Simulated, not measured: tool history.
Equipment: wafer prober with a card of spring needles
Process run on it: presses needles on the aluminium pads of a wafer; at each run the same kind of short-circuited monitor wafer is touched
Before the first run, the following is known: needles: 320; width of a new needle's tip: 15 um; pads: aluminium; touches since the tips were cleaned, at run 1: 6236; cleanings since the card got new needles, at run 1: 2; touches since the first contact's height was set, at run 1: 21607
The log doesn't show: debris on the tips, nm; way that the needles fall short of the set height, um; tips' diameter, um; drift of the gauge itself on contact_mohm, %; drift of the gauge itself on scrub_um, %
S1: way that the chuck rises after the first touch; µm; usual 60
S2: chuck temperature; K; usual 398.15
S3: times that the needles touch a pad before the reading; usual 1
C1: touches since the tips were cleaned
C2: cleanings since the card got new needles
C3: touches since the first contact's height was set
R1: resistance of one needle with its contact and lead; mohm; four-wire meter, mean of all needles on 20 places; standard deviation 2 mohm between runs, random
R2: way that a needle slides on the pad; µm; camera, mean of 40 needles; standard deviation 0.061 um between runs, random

| run | hour | S1 | S2 | S3 | C1 | C2 | C3 | R1 | R2 |
|---|---|---|---|---|---|---|---|---|---|
| 1 | 0 | 60 | 398.15 | 1 | 6236 | 2 | 21607 | 213 | 12 |
|  | 1.9 | tips cleaned on abrasive film |
| 2 | 11 | 60 | 300.15 | 1 | 2546 | 3 | 24662 | 191 | 12.1 |
|  | 25.5 | tips cleaned on abrasive film |
| 3 | 30.7 | 60 | 300.15 | 1 | 1434 | 4 | 30146 | 193 | 12.11 |
| 4 | 45 | 60 | 300.15 | 1 | 5455 | 4 | 34167 | 191 | 12.19 |
|  | 48.8 | tips cleaned on abrasive film |
| 5 | 60.1 | 60 | 300.15 | 1 | 3162 | 5 | 38359 | 192 | 12.16 |
|  | 71.5 | tips cleaned on abrasive film |
| 6 | 74.5 | 60 | 300.15 | 1 | 860 | 6 | 42394 | 194 | 12.14 |
| 7 | 91.7 | 52 | 300.15 | 1 | 5658 | 6 | 47192 | 198 | 10.46 |
|  | 95 | tips cleaned on abrasive film |
| 8 | 106.5 | 52 | 369.15 | 1 | 3221 | 7 | 51334 | 216 | 10.59 |
|  | 118.1 | tips cleaned on abrasive film |
| 9 | 121 | 52 | 369.15 | 2 | 805 | 8 | 55358 | 209 | 10.55 |
| 10 | 137.2 | 60 | 398.15 | 1 | 5357 | 8 | 59910 | 213 | 12.22 |
|  | 141.4 | tips cleaned on abrasive film |
| 11 | 154 | 60 | 398.15 | 1 | 3535 | 9 | 64594 | 216 | 12.19 |
|  | 164.3 | tips cleaned on abrasive film |
| 12 | 166 | 52 | 398.15 | 1 | 472 | 10 | 67922 | 220 | 10.57 |
| 13 | 181.9 | 52 | 322.15 | 1 | 4924 | 10 | 72374 | 201 | 10.68 |
|  | 187 | tips cleaned on abrasive film |
| 14 | 192.5 | 64 | 398.15 | 1 | 1552 | 11 | 75332 | 209 | 13.02 |
| 15 | 205.4 | 64 | 398.15 | 1 | 5170 | 11 | 78950 | 211 | 13 |
|  | 209.6 | tips cleaned on abrasive film |
| 16 | 218.8 | 64 | 398.15 | 1 | 2573 | 12 | 82673 | 211 | 12.96 |
| 17 | 228.4 | 64 | 398.15 | 1 | 5263 | 12 | 85363 | 214 | 13.11 |
|  | 232.3 | tips cleaned on abrasive film |
| 18 | 246.2 | 64 | 398.15 | 1 | 3904 | 13 | 90317 | 213 | 13.03 |
|  | 255.7 | tips cleaned on abrasive film |
| 19 | 265.6 | 80 | 398.15 | 1 | 2779 | 14 | 95725 | 207 | 16.37 |
|  | 278.4 | tips cleaned on abrasive film |
| 20 | 282.2 | 51 | 341.15 | 2 | 1050 | 15 | 100350 | 206 | 10.51 |
| 21 | 300.2 | 51 | 368.15 | 1 | 6108 | 15 | 105408 | 214 | 10.48 |
|  | 301.6 | tips cleaned on abrasive film |
| 22 | 313 | 51 | 368.15 | 1 | 3195 | 16 | 108955 | 214 | 10.44 |
|  | 324.9 | tips cleaned on abrasive film |
| 23 | 326 | 61 | 306.15 | 1 | 311 | 17 | 112570 | 192 | 12.4 |
| 24 | 334.8 | 71 | 312.15 | 1 | 2787 | 17 | 115046 | 189 | 14.67 |
|  | 347.3 | tips cleaned on abrasive film |
| 25 | 354.9 | 71 | 312.15 | 1 | 2122 | 18 | 120655 | 192 | 14.49 |
|  | 370.4 | tips cleaned on abrasive film |
| 26 | 372.3 | 52 | 344.15 | 1 | 545 | 19 | 125519 | 208 | 10.9 |
| 27 | 385.9 | 52 | 344.15 | 1 | 4357 | 19 | 129331 | 207 | 10.67 |
|  | 393.6 | tips cleaned on abrasive film |
| 28 | 394.8 | 52 | 344.15 | 1 | 354 | 20 | 131790 | 207 | 10.67 |
| 29 | 405.6 | 53 | 302.15 | 2 | 3387 | 20 | 134823 | 193 | 10.93 |
|  | 416.8 | tips cleaned on abrasive film |
| 30 | 421.3 | 53 | 302.15 | 2 | 1261 | 21 | 139188 | 193 | 10.99 |
| 31 | 431.3 | 53 | 302.15 | 2 | 4049 | 21 | 141976 | 195 | 10.95 |
|  | 439.5 | tips cleaned on abrasive film |
| 32 | 450.8 | 77 | 299.15 | 2 | 3177 | 22 | 147430 | 186 | 15.78 |
|  | 462.3 | tips cleaned on abrasive film |
| 33 | 466 | 69 | 392.15 | 3 | 1037 | 23 | 151651 | 214 | 14.16 |
|  | 474.4 | gauge calibrated |
| 34 | 478.9 | 69 | 392.15 | 3 | 4672 | 23 | 155286 | 214 | 13.87 |

Branching from run 34: 4 alternative next runs. What would each branch give?
|  | 485.6 | tips cleaned on abrasive film |
| A | 490.2 | 50 | 338.15 | 3 | 1293 | 24 | 158428 | ? | ? |
|  | 485.6 | tips cleaned on abrasive film |
| B | 490.2 | 48 | 325.15 | 2 | 1293 | 24 | 158428 | ? | ? |
|  | 485.6 | tips cleaned on abrasive film |
| C | 490.2 | 80 | 353.15 | 2 | 1293 | 24 | 158428 | ? | ? |
|  | 485.6 | tips cleaned on abrasive film |
| D | 490.2 | 60 | 348.15 | 1 | 1293 | 24 | 158428 | ? | ? |

| run | R1 | R2 |
|---|---|---|
| A | 211 | 10.13 |
| B | 203 | 9.62 |
| C | 197 | 16.22 |
| D | 203 | 12.14 |
What these runs would have given with no unlogged condition in the tool:
| run | R1 | R2 |
|---|---|---|
| A | 210 | 10.12 |
| B | 203 | 9.61 |
| C | 197 | 16.2 |
| D | 203 | 12.12 |
